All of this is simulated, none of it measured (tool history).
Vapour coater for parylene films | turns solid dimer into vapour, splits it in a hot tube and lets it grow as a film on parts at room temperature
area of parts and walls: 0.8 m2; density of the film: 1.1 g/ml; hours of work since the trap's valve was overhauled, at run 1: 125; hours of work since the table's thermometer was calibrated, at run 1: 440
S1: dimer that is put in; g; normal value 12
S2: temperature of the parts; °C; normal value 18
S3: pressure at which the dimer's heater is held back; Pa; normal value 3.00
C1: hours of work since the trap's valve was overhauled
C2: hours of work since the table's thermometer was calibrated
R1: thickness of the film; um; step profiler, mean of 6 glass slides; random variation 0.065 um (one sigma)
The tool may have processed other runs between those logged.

run    hour  S1  S2     S3   C1   C2     R1
  1     0.0  12  18   3.00  125  440   7.79
  2    26.8  12  18   3.00  141  457   7.67
  3    52.5  12  18   3.00  157  473   7.87
  4    80.5  12  18   3.00  175  490   7.76
  5   124.5  12  13   3.00  202  518   9.31
  6   177.5  12  13   3.00  235  551   9.32
  7   227.6  12  13   3.00  266  582   9.33
      277.9  -- trap's valve overhauled
  8   287.6   6  18   3.00    6  617   3.86
  9   315.0   6  18   3.00   23  634   3.87
 10   353.9  14  18   3.00   47  658   9.00
 11   412.3  12  18   3.00   84  694   7.65
 12   461.3  12  18   3.00  114  725   7.70
 13   487.5  12  28   3.00  130  741   5.21
 14   528.6  12  28   3.00  156  766   5.25
 15   572.4  12  28   3.00  183  794   5.27
 16   620.9  12  28   3.00  213  824   5.26
 17   681.0  12  23   3.00  251  861   6.34
 18   716.4  20  18   3.00  273  883  12.85
      721.0  -- table's thermometer calibrated
      758.5  -- trap's valve overhauled
 19   764.1  20  27   3.00    3   24   9.21
 20   806.7  12  27   3.00   30   51   5.49
 21   855.2  12  27   3.00   60   81   5.49
 22   895.7  12  27   3.00   85  106   5.42
 23   929.5  12  28   3.00  106  127   5.20
 24   961.0  12  12   2.95  126  147   9.77
 25   988.0  12  25   2.95  143  163   6.04
 26  1015.7  12  25   2.95  160  181   5.95
 27  1055.0  12  12   4.63  184  205   8.88
 28  1090.2  12  12   4.63  206  227   8.94
 29  1119.0   8  28  10.90  224  245   2.69
 30  1145.5  13  14  10.90  241  261   7.56
 31  1206.5  12  12   3.48  278  299   9.55
     1236.1  -- trap's valve overhauled
 32  1257.5   5  13   6.52   13  328   3.30
 33  1287.7   5  13   6.52   32  347   3.26
 34  1312.9   5  13   6.52   48  363   3.33
 35  1371.0   5  13   6.52   84  399   3.35
 36  1428.1  17  13   4.70  119  434  12.10
 37  1468.0  17  13   4.70  144  459  12.05
 38  1523.5  17  13   4.70  179  494  12.15
 39  1573.4  17  16   2.68  210  525  12.15
 40  1628.0  18  20   3.87  244  559  10.30
 41  1656.1  15  28   2.08  261  576   7.08
 42  1684.2  15  28   2.08  279  594   7.03
     1714.5  -- trap's valve overhauled
 43  1731.0  11  14   2.83   10  620   8.46
 44  1785.4  11  14   2.83   44  654   8.57
 45  1843.3   9  13   3.00   80  690   7.07
 46  1870.8   9  13   3.00   97  707   7.00

Hidden condition of the tool, last listed run before each entry between runs versus first listed run after:
From run 7 to run 8: trap's valve overhauled (hour 277.9)
  vapour lost through the trap's worn valve, %: 0.4 -> 0; true temperature of the parts over the reading, C: 0.04 -> 0.05
  what was measured, less what the result would be without the hidden state, R1: -0.05 -> -0.01 um
From run 18 to run 19: table's thermometer calibrated (hour 721.0); trap's valve overhauled (hour 758.5)
  vapour lost through the trap's worn valve, %: 0.4 -> 0.1; true temperature of the parts over the reading, C: 0.07 -> 0.01
  what was measured, less what the result would be without the hidden state, R1: -0.09 -> -0.01 um
From run 31 to run 32: trap's valve overhauled (hour 1236.1)
  vapour lost through the trap's worn valve, %: 0.5 -> 0; true temperature of the parts over the reading, C: 0.03 -> 0.04
  what was measured, less what the result would be without the hidden state, R1: -0.06 -> -0.01 um
From run 42 to run 43: trap's valve overhauled (hour 1714.5)
  vapour lost through the trap's worn valve, %: 0.4 -> 0; true temperature of the parts over the reading, C: 0.06 -> 0.07
  what was measured, less what the result would be without the hidden state, R1: -0.04 -> -0.03 um

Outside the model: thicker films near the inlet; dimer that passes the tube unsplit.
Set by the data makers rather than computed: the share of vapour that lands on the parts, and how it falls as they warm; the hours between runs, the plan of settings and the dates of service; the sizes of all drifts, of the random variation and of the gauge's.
